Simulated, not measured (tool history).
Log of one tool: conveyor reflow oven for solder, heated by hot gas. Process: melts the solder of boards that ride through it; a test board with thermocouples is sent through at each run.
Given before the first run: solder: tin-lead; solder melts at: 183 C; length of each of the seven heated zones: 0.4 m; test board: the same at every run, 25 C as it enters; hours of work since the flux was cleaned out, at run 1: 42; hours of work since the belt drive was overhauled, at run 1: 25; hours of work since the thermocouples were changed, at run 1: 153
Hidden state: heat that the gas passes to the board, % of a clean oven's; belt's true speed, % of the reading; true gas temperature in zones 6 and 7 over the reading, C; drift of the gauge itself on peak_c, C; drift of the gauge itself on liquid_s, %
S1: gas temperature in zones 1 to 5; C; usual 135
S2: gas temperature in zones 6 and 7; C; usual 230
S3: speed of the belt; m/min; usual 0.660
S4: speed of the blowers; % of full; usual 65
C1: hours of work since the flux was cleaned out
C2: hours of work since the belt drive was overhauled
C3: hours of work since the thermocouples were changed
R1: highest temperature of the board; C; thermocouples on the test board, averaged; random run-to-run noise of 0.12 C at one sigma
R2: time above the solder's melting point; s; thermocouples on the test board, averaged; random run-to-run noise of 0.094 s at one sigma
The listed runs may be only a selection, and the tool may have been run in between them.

| run | hour | S1 | S2 | S3 | S4 | C1 | C2 | C3 | R1 | R2 |
|---|---|---|---|---|---|---|---|---|---|---|
| 1 | 0.0 | 135 | 230 | 0.660 | 65 | 42 | 25 | 153 | 215.9 | 53.29 |
| 2 | 11.0 | 135 | 228 | 0.660 | 65 | 49 | 31 | 159 | 214.2 | 51.85 |
| 3 | 21.5 | 135 | 228 | 0.660 | 65 | 55 | 37 | 166 | 214.2 | 51.95 |
| 4 | 40.3 | 135 | 228 | 0.660 | 65 | 66 | 49 | 177 | 214.1 | 51.93 |
| 5 | 56.9 | 135 | 228 | 0.660 | 65 | 76 | 59 | 187 | 214.3 | 51.98 |
| 6 | 77.0 | 135 | 228 | 0.660 | 65 | 89 | 71 | 199 | 214.2 | 51.94 |
| 7 | 95.7 | 135 | 228 | 0.660 | 65 | 100 | 82 | 211 | 214.2 | 51.92 |
| 8 | 109.7 | 135 | 230 | 0.660 | 51 | 108 | 91 | 219 | 212.4 | 49.44 |
| 9 | 125.1 | 135 | 230 | 0.660 | 51 | 117 | 100 | 228 | 212.4 | 49.37 |
| 10 | 135.4 | 135 | 230 | 0.660 | 51 | 124 | 106 | 234 | 212.4 | 49.49 |
| 11 | 155.7 | 127 | 230 | 0.660 | 65 | 136 | 118 | 247 | 214.7 | 50.04 |
| 12 | 177.0 | 135 | 230 | 0.660 | 65 | 149 | 131 | 260 | 215.8 | 53.18 |
| 13 | 187.7 | 135 | 230 | 0.660 | 65 | 155 | 138 | 266 | 216.2 | 53.19 |
| 14 | 205.0 | 135 | 230 | 0.660 | 65 | 166 | 148 | 276 | 216.1 | 53.33 |
| 15 | 214.7 | 135 | 230 | 0.660 | 65 | 172 | 154 | 282 | 216.1 | 53.29 |
| 16 | 229.0 | 135 | 230 | 0.660 | 65 | 180 | 163 | 291 | 216.1 | 53.29 |
| 17 | 244.0 | 122 | 230 | 0.623 | 65 | 189 | 172 | 300 | 215.7 | 52.81 |
| 18 | 262.9 | 122 | 230 | 0.623 | 65 | 201 | 183 | 311 | 215.9 | 52.78 |
| 19 | 278.9 | 122 | 230 | 0.623 | 65 | 210 | 193 | 321 | 215.6 | 52.66 |
| 20 | 288.9 | 140 | 235 | 0.787 | 63 | 216 | 199 | 327 | 215.3 | 44.31 |
| 21 | 298.8 | 126 | 242 | 0.545 | 72 | 222 | 205 | 333 | 232.6 | 74.72 |
| 22 | 310.4 | 135 | 230 | 0.660 | 80 | 229 | 212 | 340 | 219.1 | 55.93 |
| 23 | 325.9 | 135 | 230 | 0.660 | 80 | 239 | 221 | 349 | 218.8 | 56.10 |
| 24 | 339.6 | 144 | 230 | 0.643 | 74 | 247 | 229 | 358 | 219.5 | 60.95 |
|  | 348.9 | flux residue cleaned out of gas plates and filters |
| 25 | 363.2 | 138 | 230 | 0.695 | 63 | 9 | 240 | 369 | 214.8 | 50.00 |
| 26 | 381.7 | 121 | 224 | 0.643 | 58 | 20 | 252 | 380 | 207.3 | 42.75 |
| 27 | 391.6 | 146 | 224 | 0.643 | 58 | 26 | 258 | 386 | 211.7 | 55.22 |
| 28 | 409.2 | 146 | 230 | 0.555 | 56 | 36 | 268 | 396 | 220.0 | 71.97 |
| 29 | 421.1 | 135 | 230 | 0.729 | 77 | 44 | 275 | 404 | 215.7 | 47.94 |
| 30 | 442.4 | 135 | 230 | 0.729 | 77 | 56 | 288 | 416 | 215.9 | 47.98 |
| 31 | 460.3 | 135 | 237 | 0.729 | 65 | 67 | 299 | 427 | 219.0 | 49.63 |
| 32 | 471.2 | 136 | 236 | 0.766 | 65 | 74 | 306 | 434 | 216.8 | 45.68 |

What differs in the tool's unlogged condition from the final listed run ahead of each entry between runs to the first listed run following it?
Run 24 -> run 25: flux residue cleaned out of gas plates and filters (hour 348.9)
  heat that the gas passes to the board, % of a clean oven's: 99.8 -> 100
